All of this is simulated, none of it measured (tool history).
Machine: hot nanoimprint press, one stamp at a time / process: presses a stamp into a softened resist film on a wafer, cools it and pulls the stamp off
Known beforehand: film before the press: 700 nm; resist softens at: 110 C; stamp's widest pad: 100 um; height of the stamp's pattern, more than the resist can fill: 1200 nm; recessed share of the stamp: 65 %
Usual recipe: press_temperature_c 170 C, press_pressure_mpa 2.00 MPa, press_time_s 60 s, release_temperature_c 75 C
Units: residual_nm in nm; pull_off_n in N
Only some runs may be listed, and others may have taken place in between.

run	hour	press_temperature_c	press_pressure_mpa	press_time_s	release_temperature_c	residual_nm	pull_off_n
1	0.0	170	2.00	60	75	338.9	235
# hour 11.5: stamp cleaned and given a new release coat
2	15.5	170	2.00	60	75	339.8	138
3	22.4	170	2.00	60	75	340.6	134
4	33.2	170	2.00	35	75	406.7	135
5	39.9	170	2.00	35	75	402.8	142
6	45.2	170	2.00	41	75	387.3	141
7	55.0	170	2.20	60	75	322.1	140
8	64.0	170	2.00	72	75	319.4	144
9	69.9	170	2.00	60	75	342.3	141
10	80.3	170	2.00	60	75	340.5	143
11	87.8	170	2.00	60	75	337.8	141
12	93.0	170	2.00	60	75	341.8	144
13	100.3	170	2.00	60	75	341.8	146
14	105.3	170	2.00	60	75	343.3	146
15	114.5	170	1.22	60	75	421.1	146
16	121.3	159	3.14	60	75	483.1	149
17	132.7	161	2.00	34	75	568.3	146
18	140.8	161	2.00	34	75	569.1	141
19	147.7	164	1.24	34	68	577.4	184
20	154.7	163	3.06	66	68	391.4	189
21	161.8	181	1.70	60	75	214.6	152
22	172.3	179	1.70	60	75	236.3	151
23	181.7	179	1.70	60	75	237.9	151
24	190.0	179	1.70	60	75	235.8	156
25	197.5	179	1.70	60	75	237.3	152
26	203.0	169	1.56	60	75	400.6	156
27	210.8	169	1.56	60	75	404.0	155
28	220.9	165	2.61	60	75	395.5	166
29	231.7	172	1.52	91	75	304.5	163

Difference, measured minus no-hidden-state, one row per run. Run-to-run variation is common to both terms; the gauge's own scatter need not be:
The hidden state here: true temperature over the reading, C; pressure that arrives at the usual setting, %; grip of the stamp's worn release coat, % over a new coat's; drift of the gauge itself on residual_nm, %; drift of the gauge itself on pull_off_n, %.
run	residual_nm	pull_off_n
1	+8.7	+104
2	+9.0	+2
3	+9.2	+2
4	+10.1	+3
5	+10.2	+5
6	+10.4	+5
7	+10.2	+6
8	+10.0	+8
9	+10.6	+8
10	+10.8	+10
11	+11.0	+11
12	+11.3	+12
13	+11.4	+12
14	+11.6	+13
15	+10.6	+14
16	+16.8	+15
17	+10.9	+16
18	+11.1	+16
19	+8.7	+22
20	+17.5	+24
21	+8.2	+20
22	+9.1	+21
23	+9.4	+22
24	+9.5	+24
25	+9.7	+24
26	+14.1	+26
27	+14.4	+26
28	+18.5	+29
29	+12.7	+30
